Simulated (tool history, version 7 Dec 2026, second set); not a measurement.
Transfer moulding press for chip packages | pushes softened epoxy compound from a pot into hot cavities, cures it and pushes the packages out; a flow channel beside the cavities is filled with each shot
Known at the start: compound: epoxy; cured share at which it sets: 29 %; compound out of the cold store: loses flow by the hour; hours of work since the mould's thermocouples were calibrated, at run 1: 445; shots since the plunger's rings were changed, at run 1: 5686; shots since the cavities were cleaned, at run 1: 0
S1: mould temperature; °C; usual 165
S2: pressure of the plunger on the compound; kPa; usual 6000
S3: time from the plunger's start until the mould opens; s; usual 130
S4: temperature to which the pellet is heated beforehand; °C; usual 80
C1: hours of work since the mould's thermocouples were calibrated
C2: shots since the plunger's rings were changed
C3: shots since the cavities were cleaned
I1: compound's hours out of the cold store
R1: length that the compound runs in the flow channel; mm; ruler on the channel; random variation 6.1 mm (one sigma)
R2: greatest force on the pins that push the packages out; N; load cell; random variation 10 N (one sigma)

run  hour   S1    S2   S3  S4   C1    C2   C3    I1   R1   R2
  1   0.0  165  6000  130  80  445  5686    0  24.6  604  484
  2  18.7  165  6000  130  80  454  5822  136  16.6  620  576
  3  30.9  165  6000  130  80  459  5910  224  36.4  566  598
  4  41.2  165  6810  130  80  464  5984  298  29.2  615  644
     53.0  -- plunger's sealing rings changed
  5  62.2  165  6810  130  80  473    66  432  26.7  690  685
  6  83.1  165  6000  120  80  483   217  583  13.0  709  860
  7  96.9  158  5990  146  72  490   317  683  37.6  624  962

The next listed run, before its measurement:
  8  112.2  158  5990  146  72  497  428  794  25.5   ?   ?

{"run 8": {"R1": 678, "R2": 998}}
Without the tool's hidden state the same run would have given R1 688 mm, R2 588 N.
